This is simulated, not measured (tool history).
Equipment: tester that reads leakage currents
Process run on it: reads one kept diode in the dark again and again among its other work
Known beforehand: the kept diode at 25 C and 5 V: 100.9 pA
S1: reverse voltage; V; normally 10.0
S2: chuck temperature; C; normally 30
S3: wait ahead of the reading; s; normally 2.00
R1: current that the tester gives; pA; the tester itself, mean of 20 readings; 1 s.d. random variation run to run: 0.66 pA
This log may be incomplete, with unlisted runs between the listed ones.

run	hour	S1	S2	S3	R1
1	0.0	10.0	30	2.00	217.09
2	25.7	10.0	30	2.00	217.78
3	56.4	10.0	30	2.00	217.37
4	69.4	10.0	30	2.00	217.63
5	95.0	10.0	30	2.00	217.45
6	123.2	10.0	30	2.00	217.35
7	139.4	4.4	30	2.00	142.91
# hour 160.3: probe card cleaned and baked
8	160.3	10.0	42	2.00	549.08
9	189.2	1.4	30	2.00	79.26
10	205.8	1.4	30	2.00	79.51
11	223.1	1.4	30	2.00	79.31
12	242.9	1.4	30	2.00	79.72
13	261.8	10.0	30	2.00	217.96
14	278.2	10.0	30	2.00	218.62
15	300.5	10.0	30	2.00	218.69
16	324.9	10.0	30	2.00	218.07
17	348.9	8.3	30	2.00	197.64
18	371.5	1.9	30	2.00	92.69
19	394.9	1.9	30	2.00	93.18
20	412.9	1.9	30	2.00	92.60
21	427.8	1.9	30	2.00	92.74
22	453.3	10.0	38	0.74	409.88
23	484.0	3.8	51	9.40	630.79
24	497.5	2.5	30	9.15	106.60
25	518.9	4.7	30	2.09	147.47
26	543.1	4.7	56	1.36	1003.69
27	566.0	5.9	25	2.00	110.90
28	591.5	8.8	43	2.00	552.03
29	608.3	5.2	47	0.36	567.95
30	621.8	5.2	47	1.82	564.82
31	650.3	10.0	30	0.34	224.62
# hour 668.7: chuck's temperature calibrated
32	677.1	8.6	28	2.00	171.24
33	700.0	8.6	28	2.00	170.59
34	724.9	8.6	28	2.00	172.05
35	738.7	9.7	40	0.81	466.80
36	761.3	10.0	55	2.34	1379.92
37	789.0	1.2	21	2.00	35.26
38	810.3	1.2	21	2.00	34.99
39	823.9	2.0	28	2.00	81.08

Branching from run 39: 5 alternative next runs. What would each branch give?
A	853.7	2.0	28	6.89	?
B	853.7	5.1	30	5.26	?
C	853.7	6.0	51	5.33	?
D	853.7	17.5	40	2.51	?
E	853.7	4.1	22	6.75	?

run	R1
A	81.31
B	153.49
C	805.30
D	626.56
E	71.28
The same runs, with their run-to-run variation unchanged, on a tool lacking any hidden condition would have given:
run	R1
A	81.31
B	153.48
C	805.27
D	626.53
E	71.28
